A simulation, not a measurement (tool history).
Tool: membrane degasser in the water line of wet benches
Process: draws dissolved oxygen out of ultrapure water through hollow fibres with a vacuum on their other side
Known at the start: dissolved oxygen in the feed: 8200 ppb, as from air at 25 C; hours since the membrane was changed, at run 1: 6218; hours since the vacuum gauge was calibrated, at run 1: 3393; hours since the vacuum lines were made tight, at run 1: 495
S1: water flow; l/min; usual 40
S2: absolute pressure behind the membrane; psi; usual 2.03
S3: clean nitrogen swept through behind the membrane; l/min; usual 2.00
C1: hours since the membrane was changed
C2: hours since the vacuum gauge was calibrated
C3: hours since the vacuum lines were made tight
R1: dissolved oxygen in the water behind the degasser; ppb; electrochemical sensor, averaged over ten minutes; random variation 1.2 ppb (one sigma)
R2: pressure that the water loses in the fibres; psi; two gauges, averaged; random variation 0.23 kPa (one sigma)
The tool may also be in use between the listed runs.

{"run": 1, "day": 0.0, "S1": 40, "S2": 2.03, "S3": 2.0, "C1": 6218, "C2": 3393, "C3": 495, "R1": 481.1, "R2": 8.818}
{"run": 2, "day": 12.104, "S1": 40, "S2": 2.03, "S3": 2.0, "C1": 6509, "C2": 3684, "C3": 785, "R1": 481.0, "R2": 8.815}
{"day": 20.079, "done": "vacuum gauge calibrated"}
{"run": 3, "day": 22.492, "S1": 40, "S2": 2.03, "S3": 2.0, "C1": 6758, "C2": 58, "C3": 1034, "R1": 487.6, "R2": 8.892}
{"run": 4, "day": 29.633, "S1": 40, "S2": 2.03, "S3": 2.0, "C1": 6929, "C2": 229, "C3": 1205, "R1": 488.9, "R2": 8.841}
{"run": 5, "day": 38.958, "S1": 40, "S2": 2.03, "S3": 2.0, "C1": 7153, "C2": 453, "C3": 1429, "R1": 489.6, "R2": 8.863}
{"day": 50.896, "done": "vacuum gauge calibrated, once more"}
{"run": 6, "day": 51.358, "S1": 40, "S2": 1.58, "S3": 2.0, "C1": 7450, "C2": 11, "C3": 1726, "R1": 346.0, "R2": 8.915}
{"run": 7, "day": 59.196, "S1": 40, "S2": 1.58, "S3": 2.0, "C1": 7638, "C2": 199, "C3": 1914, "R1": 348.9, "R2": 8.902}
{"run": 8, "day": 70.279, "S1": 40, "S2": 1.58, "S3": 2.0, "C1": 7904, "C2": 465, "C3": 2180, "R1": 348.0, "R2": 8.889}
{"run": 9, "day": 76.5, "S1": 40, "S2": 1.58, "S3": 2.0, "C1": 8053, "C2": 614, "C3": 2330, "R1": 348.4, "R2": 8.939}
{"run": 10, "day": 88.267, "S1": 40, "S2": 1.58, "S3": 2.0, "C1": 8336, "C2": 897, "C3": 2612, "R1": 349.5, "R2": 8.894}
{"run": 11, "day": 95.638, "S1": 40, "S2": 1.68, "S3": 2.0, "C1": 8513, "C2": 1074, "C3": 2789, "R1": 380.0, "R2": 8.914}
{"run": 12, "day": 105.95, "S1": 40, "S2": 3.71, "S3": 5.09, "C1": 8760, "C2": 1321, "C3": 3036, "R1": 420.3, "R2": 8.933}

Run 13 comes next. What will it give?
{"run": 13, "day": 112.483, "S1": 35, "S2": 2.03, "S3": 1.24, "C1": 8917, "C2": 1478, "C3": 3193, "R1": "?", "R2": "?"}

R1: 622.6 ppb
R2: 7.864 psi
Without the tool's hidden state the same run would have given R1 614.0 ppb, R2 7.500 psi.

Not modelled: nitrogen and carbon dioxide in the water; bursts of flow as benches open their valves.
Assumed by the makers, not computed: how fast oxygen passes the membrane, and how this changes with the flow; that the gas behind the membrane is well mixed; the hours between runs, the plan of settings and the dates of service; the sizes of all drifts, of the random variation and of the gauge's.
